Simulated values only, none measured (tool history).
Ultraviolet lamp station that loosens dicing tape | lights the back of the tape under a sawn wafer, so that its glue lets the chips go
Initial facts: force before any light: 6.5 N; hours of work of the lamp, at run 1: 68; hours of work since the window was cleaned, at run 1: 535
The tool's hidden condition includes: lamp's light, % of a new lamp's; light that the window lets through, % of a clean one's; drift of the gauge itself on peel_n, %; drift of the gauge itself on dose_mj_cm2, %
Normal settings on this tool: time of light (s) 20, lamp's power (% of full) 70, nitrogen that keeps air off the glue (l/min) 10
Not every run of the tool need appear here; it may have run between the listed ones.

run,hour,time of light (s),lamp's power (% of full),nitrogen that keeps air off the glue (l/min),hours of work of the lamp,hours of work since the window was cleaned,force that peels the tape off (N),light that reached the tape (mJ/cm2)
1,0,20,70,10,68,535,0.653,242
2,11.5,20,70,10,75,542,0.671,243
3,32.6,20,70,10,86,553,0.666,240
4,43.2,20,70,10,92,559,0.666,241
5,64.7,20,70,10,103,570,0.666,242
6,73.5,20,70,10,108,575,0.7,241
7,90.5,20,70,10,117,584,0.674,240
# hour 99.9: window cleaned of glue's vapour
8,110.8,20,70,10,128,6,0.717,233
9,130,20,70,10,138,16,0.727,232
10,151.1,11,70,10,150,28,1.829,125
11,172.3,11,70,10,161,39,1.769,129
12,182.6,11,70,10,167,45,1.855,127
13,196.8,23,67,10,174,52,0.619,251
14,211.6,23,86,5,182,60,0.694,319
15,223.6,23,86,5,189,67,0.71,324
# hour 226.1: window cleaned of glue's vapour, once more
16,238.4,23,86,5,196,7,0.499,372
17,256.6,20,91,3,206,16,0.931,341
18,269.5,34,90,8,213,23,0.168,575
19,291.2,32,87,7,225,35,0.2,514
20,304.7,10,75,7,232,42,1.969,136
21,325.4,11,87,10,243,54,1.153,175
22,345.2,20,86,5,254,64,0.7,322

What differs in the tool's unlogged condition from the final listed run ahead of each entry between runs to the first listed run following it?
Runs 7 to 8: window cleaned of glue's vapour (hour 99.9)
  lamp's light, % of a new lamp's: 97.2 -> 96.9; light that the window lets through, % of a clean one's: 88.8 -> 86.6
  measured less the result without the state, force that peels the tape off (N): +0.173 -> +0.211; light that reached the tape (mJ/cm2): -39 -> -44
Runs 15 to 16: window cleaned of glue's vapour, once more (hour 226.1)
  lamp's light, % of a new lamp's: 95.5 -> 95.3; light that the window lets through, % of a clean one's: 85.5 -> 99.8
  measured less the result without the state, force that peels the tape off (N): +0.236 -> +0.049; light that reached the tape (mJ/cm2): -72 -> -19

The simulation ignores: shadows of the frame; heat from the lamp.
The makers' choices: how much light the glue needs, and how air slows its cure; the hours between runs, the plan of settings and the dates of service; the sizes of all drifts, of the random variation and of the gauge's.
